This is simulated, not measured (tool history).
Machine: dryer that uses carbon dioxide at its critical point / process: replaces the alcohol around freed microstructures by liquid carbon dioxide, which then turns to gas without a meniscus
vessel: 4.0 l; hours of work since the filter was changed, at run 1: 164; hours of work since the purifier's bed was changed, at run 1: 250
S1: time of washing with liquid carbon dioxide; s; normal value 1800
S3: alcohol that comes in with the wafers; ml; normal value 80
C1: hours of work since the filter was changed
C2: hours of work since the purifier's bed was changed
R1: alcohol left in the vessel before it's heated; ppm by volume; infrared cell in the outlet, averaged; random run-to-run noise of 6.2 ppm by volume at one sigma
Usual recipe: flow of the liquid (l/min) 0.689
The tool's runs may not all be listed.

run 1 day=0 | S1=1800 flow_of_the_liquid_(l/min)=0.689 S3=80 | C1=164 C2=250 | R1=336
-- day=0.992 inlet filter changed
run 2 day=1.125 | S1=1800 flow_of_the_liquid_(l/min)=0.689 S3=80 | C1=2 C2=268 | R1=273
run 3 day=2.792 | S1=1800 flow_of_the_liquid_(l/min)=0.689 S3=80 | C1=30 C2=296 | R1=297
run 4 day=4.204 | S1=1800 flow_of_the_liquid_(l/min)=0.689 S3=80 | C1=54 C2=319 | R1=298
run 5 day=5.146 | S1=1200 flow_of_the_liquid_(l/min)=0.689 S3=80 | C1=70 C2=335 | R1=1168
run 6 day=6.429 | S1=1800 flow_of_the_liquid_(l/min)=0.689 S3=80 | C1=91 C2=357 | R1=311
run 7 day=7.479 | S1=1800 flow_of_the_liquid_(l/min)=0.576 S3=80 | C1=109 C2=375 | R1=606
run 8 day=9.179 | S1=1800 flow_of_the_liquid_(l/min)=0.576 S3=80 | C1=138 C2=403 | R1=629
run 9 day=10.462 | S1=1800 flow_of_the_liquid_(l/min)=0.576 S3=80 | C1=159 C2=425 | R1=641
-- day=11.838 inlet filter changed
run 10 day=12.496 | S1=1800 flow_of_the_liquid_(l/min)=0.576 S3=80 | C1=11 C2=458 | R1=535
run 11 day=13.992 | S1=1800 flow_of_the_liquid_(l/min)=0.576 S3=51 | C1=36 C2=483 | R1=385
run 12 day=14.996 | S1=1800 flow_of_the_liquid_(l/min)=0.689 S3=80 | C1=53 C2=500 | R1=309
run 13 day=16.296 | S1=1800 flow_of_the_liquid_(l/min)=0.689 S3=80 | C1=75 C2=522 | R1=334
run 14 day=17.729 | S1=1800 flow_of_the_liquid_(l/min)=0.689 S3=80 | C1=99 C2=546 | R1=324
run 15 day=19.592 | S1=1800 flow_of_the_liquid_(l/min)=0.689 S3=77 | C1=130 C2=577 | R1=358
run 16 day=21.6 | S1=1800 flow_of_the_liquid_(l/min)=0.689 S3=99 | C1=164 C2=611 | R1=441
-- day=22.642 inlet filter changed
run 17 day=23.342 | S1=1800 flow_of_the_liquid_(l/min)=0.689 S3=99 | C1=12 C2=640 | R1=371
run 18 day=25.142 | S1=1440 flow_of_the_liquid_(l/min)=0.689 S3=80 | C1=42 C2=670 | R1=695
run 19 day=26.508 | S1=1800 flow_of_the_liquid_(l/min)=0.689 S3=80 | C1=65 C2=693 | R1=340
run 20 day=27.4 | S1=1800 flow_of_the_liquid_(l/min)=0.689 S3=80 | C1=80 C2=708 | R1=349
run 21 day=28.767 | S1=1800 flow_of_the_liquid_(l/min)=0.689 S3=80 | C1=103 C2=731 | R1=365
run 22 day=30.775 | S1=1620 flow_of_the_liquid_(l/min)=0.689 S3=80 | C1=137 C2=765 | R1=543
run 23 day=32.825 | S1=1800 flow_of_the_liquid_(l/min)=0.689 S3=80 | C1=171 C2=799 | R1=403
-- day=33.483 inlet filter changed
run 24 day=34.017 | S1=1800 flow_of_the_liquid_(l/min)=0.689 S3=80 | C1=9 C2=818 | R1=334
run 25 day=34.946 | S1=2400 flow_of_the_liquid_(l/min)=0.613 S3=53 | C1=25 C2=834 | R1=163
run 26 day=37.017 | S1=2400 flow_of_the_liquid_(l/min)=0.424 S3=53 | C1=59 C2=869 | R1=446
run 27 day=38.742 | S1=2400 flow_of_the_liquid_(l/min)=0.424 S3=53 | C1=88 C2=898 | R1=488
run 28 day=40.204 | S1=1680 flow_of_the_liquid_(l/min)=0.544 S3=25 | C1=113 C2=922 | R1=357
run 29 day=42.004 | S1=1680 flow_of_the_liquid_(l/min)=0.544 S3=25 | C1=143 C2=953 | R1=369
run 30 day=43.004 | S1=2640 flow_of_the_liquid_(l/min)=0.919 S3=43 | C1=160 C2=969 | R1=102
-- day=44.333 inlet filter changed
run 31 day=44.5 | S1=1200 flow_of_the_liquid_(l/min)=0.689 S3=32 | C1=3 C2=994 | R1=513
run 32 day=46.1 | S1=1200 flow_of_the_liquid_(l/min)=0.689 S3=32 | C1=30 C2=1021 | R1=547
run 33 day=47.65 | S1=1620 flow_of_the_liquid_(l/min)=0.485 S3=80 | C1=56 C2=1047 | R1=1357
run 34 day=48.588 | S1=1380 flow_of_the_liquid_(l/min)=1.066 S3=93 | C1=71 C2=1062 | R1=258
-- day=49.583 purifier's bed changed
run 35 day=50.888 | S1=1860 flow_of_the_liquid_(l/min)=0.949 S3=35 | C1=108 C2=22 | R1=30
run 36 day=52.421 | S1=1860 flow_of_the_liquid_(l/min)=0.949 S3=35 | C1=134 C2=48 | R1=38
run 37 day=53.529 | S1=1860 flow_of_the_liquid_(l/min)=0.501 S3=35 | C1=152 C2=66 | R1=383
run 38 day=54.754 | S1=1800 flow_of_the_liquid_(l/min)=0.501 S3=103 | C1=173 C2=87 | R1=1206
-- day=55.354 inlet filter changed
run 39 day=56.579 | S1=2760 flow_of_the_liquid_(l/min)=1.036 S3=80 | C1=21 C2=117 | R1=24
run 40 day=57.767 | S1=1140 flow_of_the_liquid_(l/min)=0.452 S3=61 | C1=40 C2=137 | R1=2448
run 41 day=58.825 | S1=1800 flow_of_the_liquid_(l/min)=0.876 S3=49 | C1=58 C2=155 | R1=69
run 42 day=60.592 | S1=1800 flow_of_the_liquid_(l/min)=0.876 S3=49 | C1=88 C2=184 | R1=80
run 43 day=61.667 | S1=2640 flow_of_the_liquid_(l/min)=0.876 S3=86 | C1=106 C2=202 | R1=28
run 44 day=62.967 | S1=2640 flow_of_the_liquid_(l/min)=0.876 S3=86 | C1=128 C2=224 | R1=44
run 45 day=64.321 | S1=1140 flow_of_the_liquid_(l/min)=0.689 S3=65 | C1=151 C2=247 | R1=1190
run 46 day=65.662 | S1=1440 flow_of_the_liquid_(l/min)=0.689 S3=65 | C1=173 C2=269 | R1=593

Measured less the same run without the tool's hidden state. The same run-to-run variation is in both; the gauge's scatter may not be:
What the log doesn't record here: flow that reaches the vessel past the clogged filter, %; alcohol in the recycled carbon dioxide, ppm; drift of the gauge itself on alcohol_ppm, %.
run=1 R1=+94
run=2 R1=+30
run=3 R1=+43
run=4 R1=+54
run=5 R1=+112
run=6 R1=+73
run=7 R1=+113
run=8 R1=+134
run=9 R1=+149
run=10 R1=+56
run=11 R1=+65
run=12 R1=+72
run=13 R1=+83
run=14 R1=+95
run=15 R1=+114
run=16 R1=+146
run=17 R1=+80
run=18 R1=+113
run=19 R1=+101
run=20 R1=+110
run=21 R1=+121
run=22 R1=+166
run=23 R1=+161
run=24 R1=+90
run=25 R1=+90
run=26 R1=+118
run=27 R1=+138
run=28 R1=+127
run=29 R1=+141
run=30 R1=+100
run=31 R1=+103
run=32 R1=+121
run=33 R1=+179
run=34 R1=+126
run=35 R1=+7
run=36 R1=+11
run=37 R1=+71
run=38 R1=+228
run=39 R1=+13
run=40 R1=+82
run=41 R1=+21
run=42 R1=+27
run=43 R1=+23
run=44 R1=+26
run=45 R1=+186
run=46 R1=+139
